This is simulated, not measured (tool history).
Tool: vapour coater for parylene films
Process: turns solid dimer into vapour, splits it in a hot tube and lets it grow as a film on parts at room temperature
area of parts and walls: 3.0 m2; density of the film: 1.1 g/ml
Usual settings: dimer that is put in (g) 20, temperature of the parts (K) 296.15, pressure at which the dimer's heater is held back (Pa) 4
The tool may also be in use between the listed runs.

run,day,dimer that is put in (g),temperature of the parts (K),pressure at which the dimer's heater is held back (Pa),thickness of the film (µm)
1,0,20,296.15,4,4.51
2,0.829,20,296.15,4,4.55
3,2.217,20,296.15,4,4.53
4,3.179,20,296.15,4,4.43
5,4.638,20,296.15,4,4.47
6,5.788,20,296.15,4,4.55
7,7.271,20,296.15,3.36,4.54
8,8.454,20,296.15,3.36,4.48
9,9.792,20,296.15,3.36,4.53
10,11.292,20,296.15,3.36,4.36
11,12.567,20,296.15,3.36,4.46
12,13.754,20,296.15,3.36,4.45
13,14.875,20,296.15,4,4.24
14,15.858,20,296.15,4,4.31
15,16.658,20,296.15,4,4.27
16,17.558,20,296.15,4,4.27
17,18.533,20,296.15,4,4.14
18,20.021,20,296.15,4,4.15
19,20.817,20,296.15,9.31,3.73
20,21.658,20,296.15,9.31,3.72
# day 22.546: trap's valve overhauled
21,22.554,20,296.15,9.31,4.17
22,23.896,20,296.15,4,4.67
23,24.562,20,296.15,4,4.62
24,25.804,20,296.15,3.47,4.71
25,26.721,16,296.15,4,3.71
26,27.625,16,296.15,4,3.68
27,28.258,16,296.15,4,3.64
28,29.067,16,296.15,4,3.58
29,29.717,11,303.15,3.26,1.98
30,30.754,10,302.15,5.91,1.75
# day 31.854: table's thermometer calibrated
31,32.017,20,296.15,2.8,5.03
32,32.979,20,294.15,10,4.44
33,34.083,12,301.15,2.54,2.5
34,35.375,9,297.15,8.56,1.81
35,36.412,18,301.15,4,3.53
36,37.483,18,301.15,4,3.47
37,38.125,18,301.15,8.83,3.15
38,39.446,18,301.15,4.02,3.42
39,40.296,20,296.15,9.32,4.09
40,41.383,20,296.15,4.21,4.55
41,42.662,19,290.15,2.15,5.21
42,43.708,17,303.15,11.5,2.64
43,44.804,24,302.15,4.14,4.39
44,45.792,36,305.15,4.64,5.69
45,47.188,31,302.15,2.71,5.89
46,48.062,31,302.15,2.71,5.83
47,49.008,31,302.15,2.71,5.89
48,50.317,20,299.15,4,3.99

Forecast each of these 3 alternatives for the next run:
A,51.15,20,292.15,4,?
B,51.15,22,302.15,6.31,?
C,51.15,12,296.15,4,?

run,thickness of the film (µm)
A,5.14
B,3.71
C,2.63
Without the tool's hidden state the same runs would have given:
run,thickness of the film (µm)
A,5.71
B,4.11
C,2.92
